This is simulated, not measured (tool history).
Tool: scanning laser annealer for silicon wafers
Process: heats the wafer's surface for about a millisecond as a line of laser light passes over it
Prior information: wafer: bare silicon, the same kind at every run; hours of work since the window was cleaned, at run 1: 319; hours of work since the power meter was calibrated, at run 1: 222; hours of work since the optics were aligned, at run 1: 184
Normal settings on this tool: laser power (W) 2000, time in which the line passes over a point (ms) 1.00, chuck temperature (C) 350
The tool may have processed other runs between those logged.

run   hour  laser power (W)  time in which the line passes over a point (ms)  chuck temperature (C)  hours of work since the window was cleaned  hours of work since the power meter was calibrated  hours of work since the optics were aligned  highest temperature of the surface (C)
  1    0.0             2000                                             1.00                    350                                         319                                                 222                                          184                                    1112
  2   32.6             2000                                             1.00                    350                                         342                                                 244                                          207                                    1112
  3   48.2             2000                                             0.99                    350                                         353                                                 255                                          218                                    1108
  4   64.6             2000                                             0.99                    350                                         364                                                 267                                          229                                    1107
  5   81.8             2000                                             0.99                    350                                         376                                                 279                                          241                                    1100
  6  101.1             2000                                             0.99                    350                                         390                                                 292                                          255                                    1103
  7  133.5             2000                                             0.70                    350                                         412                                                 315                                          278                                     974
  8  169.2             2000                                             0.70                    350                                         437                                                 340                                          303                                     972
  9  200.2             2166                                             1.25                    375                                         459                                                 361                                          324                                    1288
 10  215.2             1705                                             0.92                    349                                         469                                                 372                                          335                                     968
 11  243.5             1705                                             0.92                    349                                         489                                                 392                                          354                                     966
 12  262.9             2114                                             0.84                    350                                         503                                                 405                                          368                                    1069
 13  284.1             2114                                             0.84                    350                                         518                                                 420                                          383                                    1070
 14  311.2             2114                                             0.84                    350                                         536                                                 439                                          402                                    1071
 15  337.3             1959                                             1.13                    351                                         555                                                 457                                          420                                    1136

For some of the steps in highest temperature of the surface (C) from one run to the next: how much would appear even if the tool had no hidden state, given the settings, what came in and random variation, and how much remains for the hidden state plus any gauge scatter that the measured result and the result without hidden state don't share?
The tool's hidden condition here consists of: light that passes the window, % of a clean one's; laser's true power over the reading, %; width of the line over the set one, %; drift of the gauge itself on peak_c, C.
Run 8 -> 9: laser power (W) 2000 -> 2166, time in which the line passes over a point (ms) 0.70 -> 1.25, chuck temperature (C) 350 -> 375. highest temperature of the surface (C) +316: hidden state -11, all else +327.
Run 9 -> 10: laser power (W) 2166 -> 1705, time in which the line passes over a point (ms) 1.25 -> 0.92, chuck temperature (C) 375 -> 349. highest temperature of the surface (C) -320: hidden state +10, all else -330.
